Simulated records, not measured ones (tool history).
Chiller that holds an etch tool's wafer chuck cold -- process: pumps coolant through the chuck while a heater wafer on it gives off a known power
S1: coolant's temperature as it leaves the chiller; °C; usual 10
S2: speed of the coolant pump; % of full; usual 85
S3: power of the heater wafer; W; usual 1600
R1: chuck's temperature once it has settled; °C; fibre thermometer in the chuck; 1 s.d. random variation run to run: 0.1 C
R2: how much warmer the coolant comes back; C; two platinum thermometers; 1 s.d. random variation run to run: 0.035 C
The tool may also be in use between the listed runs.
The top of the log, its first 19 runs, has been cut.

run,hour,S1,S2,S3,R1,R2
# hour 430.3: coolant pump overhauled
20,447.4,16,90,2206,42.2,7.98
21,468.8,16,90,2206,42.2,8.01
22,486.4,16,83,2073,42.3,8.22
23,499.7,16,83,2073,42.1,8.16
24,523.3,16,83,2073,42.2,8.22
25,550.4,16,83,2073,42.2,8.23
26,568.5,7,66,939,21.1,4.87
27,592.1,7,66,939,21.1,4.86
# hour 606.6: coolant pump overhauled, once more
28,625.4,16,85,1600,35.7,6.12
29,639.6,10,93,1997,33.0,6.84
30,669.7,10,93,1997,33.1,6.85
31,693.7,10,60,1788,38.7,10.10
32,711.5,10,60,1788,38.4,10.09
33,739.5,10,85,2064,35.6,7.84

Forecast each of these 3 alternatives for the next run:
A,756.9,10,85,1494,?,?
B,756.9,8,90,2064,?,?
C,756.9,8,89,1380,?,?

run,R1,R2
A,28.4,5.73
B,32.5,7.37
C,24.6,4.96
What these runs would have given with no unlogged condition in the tool:
run,R1,R2
A,26.6,5.69
B,30.2,7.32
C,23.0,4.92
